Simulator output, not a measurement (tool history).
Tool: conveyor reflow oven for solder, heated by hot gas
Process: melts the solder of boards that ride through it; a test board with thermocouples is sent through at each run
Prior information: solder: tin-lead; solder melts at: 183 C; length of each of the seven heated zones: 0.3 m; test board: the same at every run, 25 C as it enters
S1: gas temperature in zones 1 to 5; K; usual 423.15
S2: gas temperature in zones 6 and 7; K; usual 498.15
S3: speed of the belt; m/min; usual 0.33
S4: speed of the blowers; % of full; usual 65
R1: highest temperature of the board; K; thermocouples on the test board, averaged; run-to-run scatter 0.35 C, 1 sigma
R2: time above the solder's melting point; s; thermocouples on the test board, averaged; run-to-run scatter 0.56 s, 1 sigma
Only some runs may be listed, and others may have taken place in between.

run,hour,S1,S2,S3,S4,R1,R2
1,0,423.15,498.15,0.33,65,481.55,78.2
# hour 23.7: flux residue cleaned out of gas plates and filters
2,53.5,409.15,498.15,0.33,65,481.65,70.9
3,116.7,409.15,498.15,0.33,65,480.95,70.4
4,161.1,423.15,498.15,0.33,65,483.85,81.6
5,248.7,423.15,498.15,0.33,65,483.05,82.5
6,347.5,423.15,498.15,0.33,89,486.95,88.7
7,436.5,422.15,498.15,0.33,89,486.85,87.6
8,522.2,422.15,498.15,0.33,89,486.65,88.5
9,607.7,423.15,498.15,0.33,65,481.55,78.6
# hour 644.3: flux residue cleaned out of gas plates and filters
10,661.5,423.15,498.15,0.33,65,483.85,83.8
# hour 742.9: belt drive overhauled, speed set with a stopwatch
11,743.4,423.15,498.15,0.33,65,483.55,80.5
12,806.1,423.15,498.15,0.33,65,482.65,79.8
13,851.9,423.15,498.15,0.33,65,482.55,79.4
14,937.6,432.15,498.15,0.322,65,484.55,90.3
15,1016.4,432.15,498.15,0.322,65,484.65,90.5
16,1097.9,425.15,512.15,0.322,65,495.35,97.1
17,1153.9,423.15,507.15,0.33,66,489.45,87.8
18,1253.4,420.15,503.15,0.356,65,482.25,69.7
# hour 1271.8: flux residue cleaned out of gas plates and filters
19,1327.2,423.15,498.15,0.264,63,487.75,110.9
20,1424.5,423.15,496.15,0.267,65,485.85,107.3
21,1472.4,429.15,498.15,0.33,87,487.55,92.7
22,1529.5,413.15,498.15,0.33,72,481.65,74
23,1582.4,413.15,501.15,0.33,62,481.85,72.9

What if the next run were any one of these 4? Each begins from the tool's condition after run 23:
# hour 1643.1: thermocouples of zones 6 and 7 changed
A,1675.8,413.15,491.15,0.33,62,?,?
# hour 1643.1: thermocouples of zones 6 and 7 changed
B,1675.8,413.15,511.15,0.33,62,?,?
# hour 1643.1: thermocouples of zones 6 and 7 changed
C,1675.8,427.15,498.15,0.33,84,?,?
# hour 1643.1: thermocouples of zones 6 and 7 changed
D,1675.8,410.15,509.15,0.33,65,?,?

run,R1,R2
A,475.45,62
B,492.15,85.4
C,488.55,91.4
D,490.25,81.9
Had the tool no hidden state, the same runs would have come out as:
run,R1,R2
A,476.65,64.2
B,493.65,86.1
C,489.65,91.9
D,491.75,82.9
